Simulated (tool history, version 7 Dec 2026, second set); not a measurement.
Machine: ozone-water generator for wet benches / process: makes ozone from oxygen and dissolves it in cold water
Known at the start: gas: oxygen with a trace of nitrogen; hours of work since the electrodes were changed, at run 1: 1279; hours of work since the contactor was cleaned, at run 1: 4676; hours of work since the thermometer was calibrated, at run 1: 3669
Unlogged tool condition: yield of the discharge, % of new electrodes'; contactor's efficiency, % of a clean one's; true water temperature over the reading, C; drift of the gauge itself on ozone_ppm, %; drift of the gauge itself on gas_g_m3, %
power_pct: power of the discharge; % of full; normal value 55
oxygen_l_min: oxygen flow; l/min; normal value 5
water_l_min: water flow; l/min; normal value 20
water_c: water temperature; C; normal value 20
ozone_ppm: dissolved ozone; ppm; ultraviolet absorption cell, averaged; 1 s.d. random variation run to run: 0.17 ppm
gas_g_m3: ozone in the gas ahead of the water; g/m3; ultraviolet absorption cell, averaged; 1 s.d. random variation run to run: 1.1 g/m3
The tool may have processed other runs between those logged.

run	day	power_pct	oxygen_l_min	water_l_min	water_c	hours of work since the electrodes were changed	hours of work since the contactor was cleaned	hours of work since the thermometer was calibrated	ozone_ppm	gas_g_m3
1	0	55	5	20	20	1279	4676	3669	23.5	200.5
2	2.342	55	5	20	20	1334	4732	3725	23.2	199.9
3	5.425	55	5	20	24	1408	4805	3799	22	200.5
4	7.908	55	5	15	24	1467	4864	3858	26.1	199.1
5	10.379	55	5	15	24	1526	4923	3917	26.3	200
6	12.35	55	5	21	24	1573	4970	3964	21.4	199
7	15.096	55	5	21	24	1639	5036	4029	21.2	201.9
8	17.492	55	5	20	20	1696	5093	4086	23.4	201.6
9	20.942	55	5	20	20	1778	5175	4169	23.3	200.6
10	23.317	47	5	20	20	1835	5232	4225	21.2	181.8
11	25.608	47	5	20	20	1889	5286	4280	21.2	180.7
12	28.812	55	5	26	20	1966	5363	4356	19.6	198.8
# day 30.525: water thermometer calibrated
13	30.983	55	5	20	21	2017	5414	11	23.1	200.7
14	34.296	55	4.67	22	13	2096	5493	90	23.2	203.5
15	37.538	55	7.31	20	28	2173	5570	167	21.8	178.8
16	40.583	55	7.31	14	16	2246	5643	240	32.7	176.9
17	42.825	55	5	12	20	2299	5697	293	31.3	201.6
18	46.667	67	6.12	15	27	2391	5788	385	28.4	213.4
19	49.929	67	6.12	15	27	2469	5866	463	28.5	212.9
20	51.8	55	3.32	12	16	2513	5910	507	30.9	227
21	55.046	44	8.02	16	20	2591	5988	585	24.9	150.5
22	58.008	74	8.15	19	20	2661	6059	655	31.9	208.3
23	60.729	81	5	20	20	2726	6123	720	30.2	254.7
24	62.754	55	5	21	20	2775	6172	769	22.4	200.1

3 options for the next run, each taken on its own from the tool as it stands now. Forecast them:
A	65.2	55	5	20	14	2833	6230	827	?	?
B	65.2	55	5	20	28	2833	6230	827	?	?
C	65.2	90	5	19	20	2833	6230	827	?	?

run	ozone_ppm	gas_g_m3
A	25.5	200
B	20.7	197.8
C	33.3	274.7
With the hidden condition removed and each run's random variation left untouched, the same runs would have given:
run	ozone_ppm	gas_g_m3
A	25.5	200.2
B	20.7	197.9
C	33.3	275

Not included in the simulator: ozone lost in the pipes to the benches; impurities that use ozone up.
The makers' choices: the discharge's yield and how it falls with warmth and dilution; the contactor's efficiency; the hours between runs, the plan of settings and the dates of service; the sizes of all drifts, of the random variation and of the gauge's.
